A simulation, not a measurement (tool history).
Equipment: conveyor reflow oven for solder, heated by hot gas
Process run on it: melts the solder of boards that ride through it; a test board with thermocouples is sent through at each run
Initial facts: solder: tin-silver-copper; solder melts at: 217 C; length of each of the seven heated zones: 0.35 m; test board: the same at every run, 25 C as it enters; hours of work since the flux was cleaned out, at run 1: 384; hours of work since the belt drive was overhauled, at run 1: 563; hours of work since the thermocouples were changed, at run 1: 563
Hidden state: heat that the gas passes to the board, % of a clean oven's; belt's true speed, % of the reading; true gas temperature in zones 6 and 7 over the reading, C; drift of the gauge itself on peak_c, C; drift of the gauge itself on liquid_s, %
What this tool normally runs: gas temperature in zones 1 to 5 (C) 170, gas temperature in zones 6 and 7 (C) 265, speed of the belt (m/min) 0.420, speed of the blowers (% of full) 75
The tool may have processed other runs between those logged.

run,hour,gas temperature in zones 1 to 5 (C),gas temperature in zones 6 and 7 (C),speed of the belt (m/min),speed of the blowers (% of full),hours of work since the flux was cleaned out,hours of work since the belt drive was overhauled,hours of work since the thermocouples were changed,highest temperature of the board (C),time above the solder's melting point (s)
1,0.0,170,265,0.420,75,384,563,563,250.8,74.9
2,50.2,170,265,0.420,75,422,601,601,250.2,73.5
# hour 77.5: flux residue cleaned out of gas plates and filters
# hour 91.0: thermocouples of zones 6 and 7 changed
3,124.5,170,265,0.420,75,34,652,26,254.7,78.9
4,196.8,170,265,0.420,75,90,707,81,254.6,77.8
5,269.5,170,265,0.420,75,145,763,136,253.7,79.6
6,309.5,170,265,0.424,75,176,794,167,253.1,76.4
7,357.3,170,265,0.420,75,212,830,203,252.6,78.0
8,428.4,170,265,0.420,75,266,884,258,253.4,77.5
9,475.5,170,265,0.496,75,302,920,294,247.0,59.6
10,527.5,170,265,0.421,75,342,960,333,251.7,76.2
11,562.5,168,265,0.420,75,369,987,360,250.9,74.5
12,628.1,168,265,0.420,75,419,1037,410,251.6,75.1
# hour 665.0: flux residue cleaned out of gas plates and filters
13,670.0,168,265,0.420,75,4,1065,438,253.6,78.9
# hour 679.9: belt drive overhauled, speed set with a stopwatch
14,709.8,168,280,0.420,75,31,23,466,267.7,90.5
15,757.1,164,265,0.420,75,67,59,502,252.6,77.9
16,808.6,164,265,0.420,75,107,98,541,253.3,77.4
17,858.8,182,254,0.473,76,145,137,579,242.9,65.4
# hour 922.3: thermocouples of zones 6 and 7 changed
18,929.1,163,257,0.377,65,197,189,5,247.4,81.2
19,982.3,180,260,0.420,75,238,229,46,250.2,82.3
20,1032.5,180,260,0.420,75,276,268,84,250.9,82.3
21,1069.9,180,260,0.420,75,305,296,113,249.9,82.9
# hour 1106.8: belt drive overhauled, speed set with a stopwatch, once more
22,1138.2,180,260,0.420,75,354,24,162,248.2,75.0
23,1202.7,180,260,0.420,75,403,73,211,247.3,75.4
# hour 1260.4: flux residue cleaned out of gas plates and filters
24,1266.8,170,259,0.420,86,5,118,256,250.0,73.5
25,1310.6,181,261,0.381,86,38,152,290,253.0,91.0
26,1359.9,165,265,0.420,75,76,189,327,253.1,73.5
27,1399.2,165,265,0.420,75,106,219,357,251.4,73.2
28,1477.7,165,265,0.420,75,166,279,417,251.6,72.3
29,1520.1,165,265,0.420,75,198,312,450,251.7,71.5
30,1578.6,158,265,0.420,75,243,356,494,249.7,66.9

3 ways to go on from here, each from the tool as it stands after run 30. What would each give?
A,1622.9,158,265,0.432,75,277,390,528,?,?
B,1622.9,168,265,0.391,75,277,390,528,?,?
C,1622.9,158,276,0.388,74,277,390,528,?,?

run,highest temperature of the board (C),time above the solder's melting point (s)
A,248.9,64.4
B,252.5,81.6
C,260.9,86.0
With no hidden state in the tool, these same runs would have given:
run,highest temperature of the board (C),time above the solder's melting point (s)
A,252.2,67.5
B,255.4,83.9
C,264.0,87.8
